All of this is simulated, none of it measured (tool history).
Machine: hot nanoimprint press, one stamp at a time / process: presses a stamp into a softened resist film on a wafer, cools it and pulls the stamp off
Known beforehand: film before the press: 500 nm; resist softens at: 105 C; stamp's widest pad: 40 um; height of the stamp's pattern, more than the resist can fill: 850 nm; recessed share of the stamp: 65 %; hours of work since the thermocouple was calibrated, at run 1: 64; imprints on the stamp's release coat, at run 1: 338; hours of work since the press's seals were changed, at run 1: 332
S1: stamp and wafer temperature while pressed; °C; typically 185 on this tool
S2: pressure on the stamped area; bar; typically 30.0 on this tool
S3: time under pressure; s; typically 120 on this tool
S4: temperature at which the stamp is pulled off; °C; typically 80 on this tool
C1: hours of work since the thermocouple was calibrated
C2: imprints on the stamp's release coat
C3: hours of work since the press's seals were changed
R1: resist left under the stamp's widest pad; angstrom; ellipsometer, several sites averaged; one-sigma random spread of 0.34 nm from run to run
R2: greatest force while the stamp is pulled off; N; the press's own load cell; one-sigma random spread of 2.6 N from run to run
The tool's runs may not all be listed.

| run | day | S1 | S2 | S3 | S4 | C1 | C2 | C3 | R1 | R2 |
|---|---|---|---|---|---|---|---|---|---|---|
| 1 | 0.000 | 185 | 30.0 | 120 | 80 | 64 | 338 | 332 | 1830 | 253 |
| 2 | 0.462 | 185 | 33.2 | 120 | 80 | 70 | 359 | 338 | 1748 | 252 |
| 3 | 0.779 | 185 | 33.2 | 120 | 80 | 74 | 373 | 342 | 1753 | 251 |
| 4 | 1.308 | 185 | 30.0 | 120 | 80 | 80 | 397 | 348 | 1828 | 254 |
| 5 | 1.742 | 185 | 30.0 | 120 | 80 | 85 | 416 | 353 | 1828 | 257 |
| 6 | 2.154 | 185 | 30.0 | 120 | 80 | 91 | 435 | 358 | 1828 | 260 |
| 7 | 2.675 | 185 | 30.0 | 120 | 80 | 97 | 458 | 365 | 1825 | 261 |
| 8 | 3.208 | 185 | 30.0 | 120 | 80 | 103 | 482 | 371 | 1819 | 260 |
| 9 | 3.558 | 185 | 30.0 | 120 | 80 | 108 | 498 | 376 | 1828 | 261 |
| 10 | 3.917 | 185 | 22.5 | 120 | 80 | 112 | 514 | 380 | 2064 | 257 |
| 11 | 4.275 | 185 | 22.5 | 120 | 80 | 116 | 530 | 384 | 2054 | 264 |
|  | 4.688 | stamp cleaned and given a new release coat |
| 12 | 4.921 | 185 | 22.5 | 120 | 80 | 121 | 11 | 389 | 2065 | 228 |
| 13 | 5.517 | 185 | 30.0 | 120 | 80 | 128 | 37 | 396 | 1829 | 230 |
| 14 | 5.825 | 185 | 30.0 | 120 | 80 | 132 | 51 | 400 | 1824 | 236 |
| 15 | 6.246 | 185 | 30.0 | 120 | 80 | 137 | 70 | 405 | 1829 | 233 |
| 16 | 6.792 | 185 | 30.0 | 120 | 80 | 144 | 95 | 412 | 1813 | 238 |
|  | 6.975 | plate thermocouple calibrated |
| 17 | 7.308 | 179 | 22.8 | 120 | 80 | 4 | 112 | 417 | 2457 | 237 |
| 18 | 7.900 | 179 | 31.8 | 90 | 84 | 11 | 139 | 424 | 2418 | 229 |
| 19 | 8.312 | 181 | 33.4 | 184 | 84 | 16 | 157 | 429 | 1642 | 226 |
| 20 | 8.958 | 181 | 33.4 | 184 | 84 | 24 | 186 | 437 | 1643 | 229 |
| 21 | 9.408 | 181 | 33.4 | 184 | 84 | 30 | 206 | 442 | 1639 | 229 |
| 22 | 9.775 | 192 | 38.5 | 184 | 84 | 34 | 223 | 447 | 1062 | 234 |
| 23 | 10.154 | 193 | 38.5 | 184 | 84 | 39 | 240 | 451 | 1034 | 229 |
| 24 | 10.629 | 191 | 45.0 | 160 | 86 | 44 | 261 | 457 | 1093 | 232 |
|  | 10.812 | plate thermocouple calibrated, once more |
| 25 | 11.433 | 194 | 39.9 | 214 | 83 | 8 | 292 | 465 | 924 | 240 |
| 26 | 11.750 | 185 | 30.0 | 129 | 83 | 11 | 306 | 469 | 1786 | 244 |
| 27 | 12.379 | 185 | 30.0 | 129 | 83 | 19 | 334 | 477 | 1781 | 242 |
| 28 | 12.708 | 185 | 30.0 | 129 | 83 | 23 | 349 | 481 | 1788 | 245 |

What if the next run were any one of these 4? Each begins from the tool's condition after run 28:
| A | 13.300 | 193 | 30.0 | 129 | 83 | 30 | 375 | 488 | ? | ? |
| B | 13.300 | 176 | 30.0 | 120 | 77 | 30 | 375 | 488 | ? | ? |
| C | 13.300 | 185 | 30.0 | 116 | 83 | 30 | 375 | 488 | ? | ? |
| D | 13.300 | 185 | 20.5 | 129 | 74 | 30 | 375 | 488 | ? | ? |

| run | R1 | R2 |
|---|---|---|
| A | 1389 | 247 |
| B | 2463 | 262 |
| C | 1870 | 247 |
| D | 2100 | 271 |
Without the tool's unlogged condition, the same runs would have read:
| run | R1 | R2 |
|---|---|---|
| A | 1378 | 224 |
| B | 2448 | 239 |
| C | 1857 | 225 |
| D | 2091 | 246 |
